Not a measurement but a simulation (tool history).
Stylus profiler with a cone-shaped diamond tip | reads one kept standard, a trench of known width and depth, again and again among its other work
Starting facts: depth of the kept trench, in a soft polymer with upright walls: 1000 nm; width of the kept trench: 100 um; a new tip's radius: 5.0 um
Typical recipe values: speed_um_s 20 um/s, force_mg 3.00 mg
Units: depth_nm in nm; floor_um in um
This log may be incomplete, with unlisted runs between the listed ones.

run,hour,speed_um_s,force_mg,depth_nm,floor_um
1,0.0,20,3.00,1018.84,93.69
2,10.5,20,3.00,1019.22,93.61
3,21.4,20,3.00,1019.61,93.67
4,32.5,20,3.00,1019.18,93.65
5,42.4,20,3.22,1020.33,93.59
6,49.9,20,3.22,1019.89,93.62
7,61.7,20,3.22,1020.13,93.64
8,76.8,6,3.00,1019.32,93.66
9,91.2,6,3.00,1018.99,93.67
10,101.8,6,3.00,1019.48,93.71
11,115.9,6,3.00,1019.41,93.70
12,128.4,16,3.00,1019.52,93.65
13,137.4,16,3.00,1019.42,93.67
14,144.3,20,3.00,1019.49,93.65
15,153.6,20,3.00,1019.56,93.57
16,163.0,20,3.00,1019.70,93.59
17,173.4,18,7.27,1034.20,93.61
# hour 174.7: height scale calibrated on a step standard
18,183.6,18,7.27,1035.03,93.61
19,190.2,15,1.59,1013.49,93.53
20,196.4,15,1.10,1011.00,93.56
21,209.6,22,6.23,1032.14,93.58
22,218.6,16,8.70,1039.46,93.60
23,225.3,16,8.70,1038.87,93.61
24,234.0,44,2.04,1016.39,93.41
25,245.1,44,2.04,1015.96,93.37
26,252.1,40,3.90,1023.66,93.46
27,262.6,52,3.90,1023.71,93.43
# hour 265.6: height scale calibrated on a step standard, once more
28,271.8,52,3.90,1021.70,93.43
29,282.0,18,1.38,1010.44,93.53
30,291.3,15,6.42,1030.43,93.55
31,306.0,43,1.15,1009.65,93.24
32,316.7,43,1.15,1009.83,93.31

Results per run with the tool's hidden condition removed, run-to-run variation unchanged:
What the log doesn't record here: radius of the tip, um; height scale over the true one, %; drift of the gauge itself on depth_nm, %; drift of the gauge itself on floor_um, %.
run,depth_nm,floor_um
1,1018.11,93.92
2,1018.47,93.85
3,1018.84,93.91
4,1018.39,93.89
5,1019.52,93.85
6,1019.06,93.87
7,1019.29,93.90
8,1018.45,93.93
9,1018.09,93.95
10,1018.55,93.99
11,1018.46,93.99
12,1018.54,93.94
13,1018.43,93.97
14,1018.48,93.95
15,1018.53,93.88
16,1018.66,93.91
17,1033.12,93.93
18,1033.37,93.94
19,1011.84,93.86
20,1009.34,93.89
21,1030.42,93.92
22,1037.72,93.94
23,1037.12,93.95
24,1014.66,93.76
25,1014.21,93.72
26,1021.88,93.82
27,1021.91,93.79
28,1021.90,93.80
29,1010.61,93.91
30,1030.60,93.92
31,1009.78,93.62
32,1009.94,93.70
